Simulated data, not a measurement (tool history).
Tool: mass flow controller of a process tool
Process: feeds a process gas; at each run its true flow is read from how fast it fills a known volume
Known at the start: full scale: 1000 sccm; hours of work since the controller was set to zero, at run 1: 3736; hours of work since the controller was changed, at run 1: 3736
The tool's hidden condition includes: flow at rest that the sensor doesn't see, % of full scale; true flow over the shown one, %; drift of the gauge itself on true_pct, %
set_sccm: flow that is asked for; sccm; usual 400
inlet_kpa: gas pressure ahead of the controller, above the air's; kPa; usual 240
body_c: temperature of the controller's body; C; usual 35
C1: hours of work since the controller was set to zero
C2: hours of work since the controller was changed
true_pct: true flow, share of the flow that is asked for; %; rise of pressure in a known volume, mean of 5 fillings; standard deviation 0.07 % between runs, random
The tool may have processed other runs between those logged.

Run 1, day 0.000: usual settings; C1 3736; C2 3736. Result: true_pct 98.39 %.
Run 2, day 8.050: usual settings but set_sccm 241 sccm; C1 3858; C2 3858. Result: true_pct 99.52 %.
Run 3, day 13.975: usual settings but set_sccm 241 sccm; C1 3947; C2 3947. Result: true_pct 99.65 %.
Run 4, day 19.300: usual settings but set_sccm 241 sccm, inlet_kpa 212 kPa; C1 4028; C2 4028. Result: true_pct 99.85 %.
Run 5, day 28.667: usual settings but set_sccm 241 sccm, inlet_kpa 212 kPa; C1 4170; C2 4170. Result: true_pct 99.94 %.
Run 6, day 36.742: usual settings but set_sccm 241 sccm, inlet_kpa 212 kPa; C1 4293; C2 4293. Result: true_pct 100.08 %.
Run 7, day 42.004: usual settings but set_sccm 241 sccm, inlet_kpa 212 kPa; C1 4372; C2 4372. Result: true_pct 100.21 %.
Run 8, day 47.829: usual settings but set_sccm 241 sccm, inlet_kpa 212 kPa; C1 4461; C2 4461. Result: true_pct 100.14 %.
Run 9, day 54.979: usual settings but set_sccm 438 sccm; C1 4569; C2 4569. Result: true_pct 98.44 %.
Run 10, day 63.879: usual settings but set_sccm 438 sccm; C1 4704; C2 4704. Result: true_pct 98.46 %.
Run 11, day 67.921: usual settings but set_sccm 438 sccm; C1 4765; C2 4765. Result: true_pct 98.52 %.
Run 12, day 77.300: usual settings but set_sccm 438 sccm; C1 4907; C2 4907. Result: true_pct 98.70 %.
Run 13, day 86.133: usual settings but set_sccm 438 sccm; C1 5041; C2 5041. Result: true_pct 98.56 %.
Run 14, day 92.821: usual settings but set_sccm 438 sccm; C1 5142; C2 5142. Result: true_pct 98.70 %.
Run 15, day 100.533: usual settings; C1 5259; C2 5259. Result: true_pct 98.92 %.
Run 16, day 107.417: usual settings but set_sccm 450 sccm; C1 5363; C2 5363. Result: true_pct 98.62 %.
At day 112.533: controller's zero set anew.
Run 17, day 112.633: usual settings but set_sccm 450 sccm; C1 1; C2 5442. Result: true_pct 95.87 %.
Run 18, day 121.425: usual settings but set_sccm 450 sccm, body_c 30 C; C1 135; C2 5575. Result: true_pct 96.51 %.
At day 129.712: controller exchanged for a calibrated one.
Run 19, day 129.738: usual settings but set_sccm 450 sccm, body_c 30 C; C1 0; C2 0. Result: true_pct 97.55 %.
Run 20, day 137.550: usual settings but body_c 36 C; C1 119; C2 119. Result: true_pct 97.01 %.
Run 21, day 142.796: usual settings but body_c 36 C; C1 198; C2 198. Result: true_pct 97.12 %.
Run 22, day 149.438: usual settings; C1 299; C2 299. Result: true_pct 97.14 %.
Run 23, day 154.712: usual settings; C1 379; C2 379. Result: true_pct 97.03 %.
Run 24, day 163.838: usual settings but body_c 31 C; C1 517; C2 517. Result: true_pct 97.64 %.
Run 25, day 170.662: usual settings but inlet_kpa 244 kPa, body_c 31 C; C1 621; C2 621. Result: true_pct 97.77 %.
Run 26, day 178.196: usual settings but set_sccm 733 sccm, inlet_kpa 244 kPa, body_c 31 C; C1 735; C2 735. Result: true_pct 98.21 %.
Run 27, day 182.912: usual settings but inlet_kpa 145 kPa, body_c 23 C; C1 806; C2 806. Result: true_pct 99.18 %.
Run 28, day 191.846: usual settings but inlet_kpa 169 kPa; C1 942; C2 942. Result: true_pct 97.61 %.
Run 29, day 199.646: usual settings but set_sccm 278 sccm; C1 1060; C2 1060. Result: true_pct 97.32 %.
Run 30, day 203.862: usual settings but set_sccm 391 sccm, inlet_kpa 216 kPa, body_c 22 C; C1 1124; C2 1124. Result: true_pct 99.00 %.
Run 31, day 208.704: usual settings but set_sccm 391 sccm, inlet_kpa 216 kPa, body_c 22 C; C1 1197; C2 1197. Result: true_pct 98.97 %.
Run 32, day 214.529: usual settings but set_sccm 189 sccm, inlet_kpa 167 kPa, body_c 22 C; C1 1285; C2 1285. Result: true_pct 99.65 %.
Run 33, day 221.554: usual settings but set_sccm 189 sccm, inlet_kpa 167 kPa, body_c 22 C; C1 1392; C2 1392. Result: true_pct 99.59 %.
Run 34, day 226.088: usual settings but set_sccm 189 sccm, inlet_kpa 275 kPa, body_c 25 C; C1 1460; C2 1460. Result: true_pct 98.93 %.
Run 35, day 231.708: usual settings but set_sccm 946 sccm, inlet_kpa 229 kPa, body_c 20 C; C1 1546; C2 1546. Result: true_pct 100.06 %.
Run 36, day 239.604: usual settings but set_sccm 250 sccm, inlet_kpa 243 kPa, body_c 34 C; C1 1665; C2 1665. Result: true_pct 97.91 %.
Run 37, day 247.604: usual settings but set_sccm 582 sccm, inlet_kpa 217 kPa, body_c 21 C; C1 1787; C2 1787. Result: true_pct 99.53 %.
Run 38, day 252.483: usual settings but set_sccm 584 sccm; C1 1860; C2 1860. Result: true_pct 97.60 %.
Run 39, day 258.550: usual settings but set_sccm 584 sccm; C1 1952; C2 1952. Result: true_pct 97.63 %.
Run 40, day 262.417: usual settings but set_sccm 156 sccm, inlet_kpa 148 kPa; C1 2011; C2 2011. Result: true_pct 99.20 %.
Run 41, day 270.654: usual settings but set_sccm 221 sccm, inlet_kpa 230 kPa, body_c 34 C; C1 2136; C2 2136. Result: true_pct 98.25 %.
Run 42, day 275.512: usual settings but set_sccm 216 sccm, inlet_kpa 278 kPa, body_c 34 C; C1 2209; C2 2209. Result: true_pct 98.29 %.
Run 43, day 280.079: usual settings but set_sccm 216 sccm, inlet_kpa 157 kPa, body_c 27 C; C1 2279; C2 2279. Result: true_pct 99.80 %.
Run 44, day 286.104: usual settings but set_sccm 216 sccm, inlet_kpa 157 kPa, body_c 27 C; C1 2370; C2 2370. Result: true_pct 99.76 %.
Run 45, day 292.083: usual settings but inlet_kpa 224 kPa, body_c 23 C; C1 2461; C2 2461. Result: true_pct 99.16 %.
Run 46, day 300.367: usual settings but set_sccm 810 sccm, inlet_kpa 279 kPa, body_c 28 C; C1 2586; C2 2586. Result: true_pct 98.53 %.
Run 47, day 309.367: usual settings but set_sccm 810 sccm, inlet_kpa 279 kPa, body_c 28 C; C1 2722; C2 2722. Result: true_pct 98.56 %.
Run 48, day 317.504: usual settings but set_sccm 130 sccm, inlet_kpa 156 kPa; C1 2846; C2 2846. Result: true_pct 101.15 %.

Each row is a separate what-if for the run after 48, all from the same tool condition, not one after another. Results?
Run A, day 325.075: usual settings but set_sccm 430 sccm, inlet_kpa 242 kPa, body_c 23 C; C1 2961; C2 2961. Result: true_pct ?.
Run B, day 325.075: usual settings but set_sccm 130 sccm, inlet_kpa 187 kPa, body_c 24 C; C1 2961; C2 2961. Result: true_pct ?.
Run C, day 325.075: usual settings but set_sccm 183 sccm, inlet_kpa 156 kPa, body_c 30 C; C1 2961; C2 2961. Result: true_pct ?.

run  true_pct
  A     99.27
  B    102.14
  C    100.34
Stripped of hidden state, with their random variation kept, the same runs would have yielded:
run  true_pct
  A     98.61
  B     97.77
  C     97.51
